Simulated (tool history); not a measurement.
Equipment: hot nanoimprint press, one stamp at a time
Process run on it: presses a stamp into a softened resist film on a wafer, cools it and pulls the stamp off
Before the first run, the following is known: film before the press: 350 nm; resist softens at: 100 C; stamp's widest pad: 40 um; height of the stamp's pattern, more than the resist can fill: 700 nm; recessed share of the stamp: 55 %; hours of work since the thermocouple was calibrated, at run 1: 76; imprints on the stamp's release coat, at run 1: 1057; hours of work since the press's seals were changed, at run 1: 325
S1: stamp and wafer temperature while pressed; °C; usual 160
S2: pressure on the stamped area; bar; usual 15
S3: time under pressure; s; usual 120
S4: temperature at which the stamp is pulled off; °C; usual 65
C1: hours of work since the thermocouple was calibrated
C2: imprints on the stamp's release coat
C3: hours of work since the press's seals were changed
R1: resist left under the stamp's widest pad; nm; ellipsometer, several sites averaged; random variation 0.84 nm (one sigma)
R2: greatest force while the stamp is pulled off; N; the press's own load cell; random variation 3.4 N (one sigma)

run	hour	S1	S2	S3	S4	C1	C2	C3	R1	R2
1	0	160	15	120	65	76	1057	325	191.9	162
2	10.5	161	15	120	65	83	1100	333	181.6	167
3	18	161	15	120	65	88	1129	338	182	169
4	23.5	161	15	120	65	92	1152	342	182	163
5	33.5	160	15	120	65	99	1191	349	193.9	159
6	38.7	160	15	120	65	103	1212	353	192.4	164
7	48.3	160	15	120	61	110	1250	359	195.1	171
8	57.8	160	21.6	120	61	116	1288	366	163.9	182
9	65.6	160	21.6	120	61	122	1320	372	163.9	175
10	75.1	160	21.6	120	61	128	1358	378	165.8	177
11	85.5	160	21.6	120	61	136	1399	386	165.4	175
12	90.7	160	21.6	120	61	139	1420	389	164.8	183
13	95.6	160	21.6	120	61	143	1439	393	165	179
14	101.8	160	12	120	65	147	1464	397	215	164
15	109.7	160	12	120	56	153	1496	403	216.3	192
# hour 119.7: stamp cleaned and given a new release coat
16	122.4	160	12	120	56	157	11	407	217.5	183
# hour 127.2: gauge calibrated
17	130.8	160	12	120	56	163	44	413	211.5	193
18	142.1	160	12	120	56	171	89	421	211.6	193
19	148.9	160	11.9	75	50	176	117	426	241.4	205
20	158.6	160	23	75	50	183	155	433	185.9	206
21	164.9	160	23	75	50	187	180	437	185.6	205
22	170.7	160	23	75	52	191	203	441	187.9	190
23	181.8	160	20.4	156	61	199	248	449	152.3	178
24	189.7	160	20.4	156	61	205	279	455	155.1	171
25	201	160	15.7	116	61	213	325	463	194.2	174
26	206.3	160	15.7	75	61	216	346	466	222.2	174
27	213	160	15.7	75	61	221	372	471	220.8	176
28	222.7	149	16.3	224	59	228	411	478	279	184
29	229.1	154	16.3	224	59	233	437	482	217.9	185

5 options for the next run, each taken on its own from the tool as it stands now. Forecast them:
A	236.1	167	15	78	65	237	465	487	?	?
B	236.1	160	16.3	224	60	237	465	487	?	?
C	236.1	154	21	102	59	237	465	487	?	?
D	236.1	160	15	118	65	237	465	487	?	?
E	236.1	168	14.4	69	59	237	465	487	?	?

run	R1	R2
A	154.4	169
B	152.6	178
C	246	182
D	198.7	165
E	156	181
What these runs would have given with no unlogged condition in the tool:
run	R1	R2
A	150.5	168
B	148.7	177
C	239.8	182
D	193.7	164
E	152	180

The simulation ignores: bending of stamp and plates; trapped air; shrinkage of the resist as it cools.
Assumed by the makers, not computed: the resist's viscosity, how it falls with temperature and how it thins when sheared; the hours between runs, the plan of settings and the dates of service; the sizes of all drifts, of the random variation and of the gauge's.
